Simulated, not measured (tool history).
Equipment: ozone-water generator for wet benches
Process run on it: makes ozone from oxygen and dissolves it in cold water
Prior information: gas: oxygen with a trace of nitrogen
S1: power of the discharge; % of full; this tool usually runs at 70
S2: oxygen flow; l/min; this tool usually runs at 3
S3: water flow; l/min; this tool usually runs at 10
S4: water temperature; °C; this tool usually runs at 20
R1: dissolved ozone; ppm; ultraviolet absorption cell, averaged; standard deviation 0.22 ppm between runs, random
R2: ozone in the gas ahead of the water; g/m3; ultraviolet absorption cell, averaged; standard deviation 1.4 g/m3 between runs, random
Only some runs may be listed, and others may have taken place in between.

run	hour	S1	S2	S3	S4	R1	R2
1	0	70	3	10	20	33.3	259.3
2	39.7	70	3	10	20	32.8	258.3
3	71.4	70	3	10	13	36.5	260.4
4	120.4	76	3	10	20	35.7	280.7
5	156.1	76	3	10	20	35.4	279
6	190.1	76	3	10	20	35.5	279.5
7	233.7	76	3	10	20	35.4	274.4
8	266.9	76	3	10	20	35.2	279.5
# hour 271.4: water thermometer calibrated
9	309.3	76	3	10	20	35	274.8
10	348.8	70	3	12	20	28.6	257.6
# hour 365: water thermometer calibrated, once more
11	390.4	70	3	10	18	33.7	257.9
12	419.6	70	3	9	21	34.6	256.5
13	464.2	70	2.24	12	20	27.4	291.6
14	486.1	70	1.9	7	20	40.6	312.5
15	537.4	58	2.71	6	26	33.4	223.4
16	570.7	42	1.7	10	20	19	206
17	611.1	80	4.11	10	20	37	251.6
18	653.3	80	4.11	10	20	36.9	250.2
19	684.9	46	3	12	19	19.8	172.3
20	709.6	46	3	12	19	19.5	174
21	743.2	46	3	12	19	19.6	173.5

Forecast each of these 5 alternatives for the next run:
A	786.1	48	3	8	14	?	?
B	786.1	70	3	8	20	?	?
C	786.1	54	3	12	19	?	?
D	786.1	70	3	10	21	?	?
E	786.1	46	3	11	19	?	?

run	R1	R2
A	29.3	179.5
B	37.5	252.3
C	22.7	200.4
D	32	253.4
E	20.9	173.2
The same runs, with their run-to-run variation unchanged, on a tool lacking any hidden condition would have given:
run	R1	R2
A	29.9	181.1
B	38.4	255.9
C	23.2	202.5
D	32.9	256.9
E	21.3	174.7

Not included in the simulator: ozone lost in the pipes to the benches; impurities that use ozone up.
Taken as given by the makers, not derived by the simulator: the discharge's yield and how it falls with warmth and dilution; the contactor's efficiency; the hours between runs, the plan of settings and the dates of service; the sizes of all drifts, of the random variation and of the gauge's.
